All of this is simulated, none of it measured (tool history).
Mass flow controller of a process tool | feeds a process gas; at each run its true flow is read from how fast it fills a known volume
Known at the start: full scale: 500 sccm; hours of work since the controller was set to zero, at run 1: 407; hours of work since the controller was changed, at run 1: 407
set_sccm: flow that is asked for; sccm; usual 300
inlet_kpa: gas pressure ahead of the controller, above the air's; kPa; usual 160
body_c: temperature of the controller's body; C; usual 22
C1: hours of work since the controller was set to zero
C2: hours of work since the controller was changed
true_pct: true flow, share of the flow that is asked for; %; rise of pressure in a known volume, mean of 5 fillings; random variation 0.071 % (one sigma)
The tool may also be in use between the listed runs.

Run 1, day 0.000: usual settings; C1 407; C2 407. Result: true_pct 99.22 %.
Run 2, day 4.117: usual settings; C1 484; C2 484. Result: true_pct 99.12 %.
Run 3, day 6.754: usual settings but inlet_kpa 215 kPa; C1 532; C2 532. Result: true_pct 98.98 %.
Run 4, day 12.221: usual settings but inlet_kpa 215 kPa; C1 634; C2 634. Result: true_pct 98.89 %.
Run 5, day 16.575: usual settings but inlet_kpa 215 kPa; C1 714; C2 714. Result: true_pct 98.82 %.
Run 6, day 19.883: usual settings but inlet_kpa 215 kPa; C1 776; C2 776. Result: true_pct 98.88 %.
Run 7, day 22.854: usual settings but inlet_kpa 215 kPa; C1 831; C2 831. Result: true_pct 98.81 %.
Run 8, day 26.200: usual settings; C1 892; C2 892. Result: true_pct 99.10 %.
Run 9, day 29.258: usual settings; C1 949; C2 949. Result: true_pct 98.87 %.
Run 10, day 33.717: usual settings; C1 1032; C2 1032. Result: true_pct 98.78 %.
Run 11, day 36.358: usual settings; C1 1081; C2 1081. Result: true_pct 98.78 %.
Run 12, day 40.183: usual settings; C1 1151; C2 1151. Result: true_pct 98.76 %.
Run 13, day 42.608: usual settings; C1 1196; C2 1196. Result: true_pct 98.70 %.
Run 14, day 46.471: usual settings but inlet_kpa 224 kPa; C1 1268; C2 1268. Result: true_pct 98.46 %.
Run 15, day 50.817: usual settings but inlet_kpa 224 kPa; C1 1348; C2 1348. Result: true_pct 98.41 %.
Run 16, day 53.700: usual settings but set_sccm 126 sccm; C1 1402; C2 1402. Result: true_pct 98.05 %.
At day 54.154: controller's zero set anew.
Run 17, day 56.446: usual settings but set_sccm 126 sccm; C1 42; C2 1452. Result: true_pct 97.85 %.
Run 18, day 59.971: usual settings but set_sccm 126 sccm; C1 108; C2 1517. Result: true_pct 97.68 %.
Run 19, day 62.912: usual settings but set_sccm 126 sccm; C1 162; C2 1572. Result: true_pct 97.76 %.
At day 66.938: controller's zero set anew, once more.
Run 20, day 67.708: usual settings but set_sccm 126 sccm; C1 14; C2 1660. Result: true_pct 98.27 %.
Run 21, day 72.908: usual settings but set_sccm 298 sccm; C1 111; C2 1756. Result: true_pct 98.70 %.
Run 22, day 77.062: usual settings; C1 187; C2 1833. Result: true_pct 98.60 %.
Run 23, day 79.604: usual settings; C1 235; C2 1880. Result: true_pct 98.46 %.
Run 24, day 84.400: usual settings; C1 323; C2 1969. Result: true_pct 98.44 %.
Run 25, day 87.975: usual settings but set_sccm 244 sccm; C1 390; C2 2035. Result: true_pct 98.17 %.
Run 26, day 91.608: usual settings but set_sccm 244 sccm; C1 457; C2 2103. Result: true_pct 98.22 %.
Run 27, day 94.642: usual settings but body_c 24 C; C1 513; C2 2159. Result: true_pct 98.45 %.
Run 28, day 99.388: usual settings but set_sccm 166 sccm, inlet_kpa 271 kPa, body_c 39 C; C1 601; C2 2247. Result: true_pct 98.99 %.
Run 29, day 101.654: usual settings but set_sccm 282 sccm, inlet_kpa 185 kPa, body_c 20 C; C1 643; C2 2289. Result: true_pct 98.07 %.
Run 30, day 107.042: usual settings but set_sccm 150 sccm, inlet_kpa 195 kPa, body_c 23 C; C1 742; C2 2388. Result: true_pct 97.76 %.
Run 31, day 110.308: usual settings but inlet_kpa 231 kPa, body_c 28 C; C1 803; C2 2449. Result: true_pct 98.59 %.
Run 32, day 115.238: usual settings but set_sccm 238 sccm, inlet_kpa 154 kPa, body_c 33 C; C1 894; C2 2540. Result: true_pct 98.97 %.
Run 33, day 118.879: usual settings but set_sccm 154 sccm, inlet_kpa 224 kPa, body_c 29 C; C1 962; C2 2608. Result: true_pct 97.96 %.
Run 34, day 121.529: usual settings but set_sccm 154 sccm, inlet_kpa 224 kPa, body_c 29 C; C1 1011; C2 2657. Result: true_pct 97.91 %.
Run 35, day 123.875: usual settings but set_sccm 60 sccm, body_c 23 C; C1 1054; C2 2700. Result: true_pct 96.90 %.
Run 36, day 126.146: usual settings but set_sccm 60 sccm, body_c 23 C; C1 1096; C2 2742. Result: true_pct 96.76 %.
Run 37, day 130.242: usual settings but set_sccm 177 sccm; C1 1172; C2 2818. Result: true_pct 97.69 %.
Run 38, day 135.042: usual settings but set_sccm 177 sccm; C1 1261; C2 2907. Result: true_pct 97.64 %.
Run 39, day 139.888: usual settings but set_sccm 177 sccm; C1 1351; C2 2996. Result: true_pct 97.43 %.
Run 40, day 144.975: usual settings but set_sccm 73 sccm, inlet_kpa 272 kPa, body_c 21 C; C1 1445; C2 3091. Result: true_pct 96.02 %.
Run 41, day 147.917: usual settings but set_sccm 111 sccm, inlet_kpa 225 kPa; C1 1499; C2 3145. Result: true_pct 96.64 %.
Run 42, day 153.017: usual settings but inlet_kpa 238 kPa, body_c 40 C; C1 1594; C2 3240. Result: true_pct 99.00 %.
Run 43, day 155.762: usual settings but set_sccm 273 sccm, inlet_kpa 153 kPa, body_c 23 C; C1 1645; C2 3290. Result: true_pct 97.75 %.
Run 44, day 159.167: usual settings but set_sccm 65 sccm, inlet_kpa 275 kPa, body_c 32 C; C1 1708; C2 3353. Result: true_pct 96.54 %.
Run 45, day 163.058: usual settings but set_sccm 65 sccm, inlet_kpa 275 kPa, body_c 32 C; C1 1780; C2 3425. Result: true_pct 96.43 %.
Run 46, day 167.879: usual settings but set_sccm 65 sccm, inlet_kpa 275 kPa, body_c 32 C; C1 1869; C2 3515. Result: true_pct 96.26 %.
Run 47, day 173.142: usual settings but set_sccm 75 sccm; C1 1966; C2 3612. Result: true_pct 96.13 %.
Run 48, day 177.308: usual settings but set_sccm 156 sccm, inlet_kpa 155 kPa, body_c 35 C; C1 2043; C2 3689. Result: true_pct 97.99 %.

The same runs without the tool's hidden state, with the same run-to-run variation:
The hidden state here: flow at rest that the sensor doesn't see, % of full scale; true flow over the shown one, %; drift of the gauge itself on true_pct, %.
run  true_pct
  1     99.60
  2     99.55
  3     99.43
  4     99.39
  5     99.37
  6     99.47
  7     99.43
  8     99.75
  9     99.56
 10     99.51
 11     99.54
 12     99.56
 13     99.53
 14     99.33
 15     99.32
 16     99.31
 17     99.37
 18     99.25
 19     99.37
 20     99.26
 21     99.66
 22     99.59
 23     99.48
 24     99.51
 25     99.31
 26     99.40
 27     99.63
 28    100.36
 29     99.33
 30     99.26
 31     99.93
 32    100.43
 33     99.61
 34     99.59
 35     99.34
 36     99.25
 37     99.42
 38     99.43
 39     99.28
 40     98.66
 41     98.90
 42    100.80
 43     99.61
 44     99.63
 45     99.60
 46     99.54
 47     99.29
 48    100.40
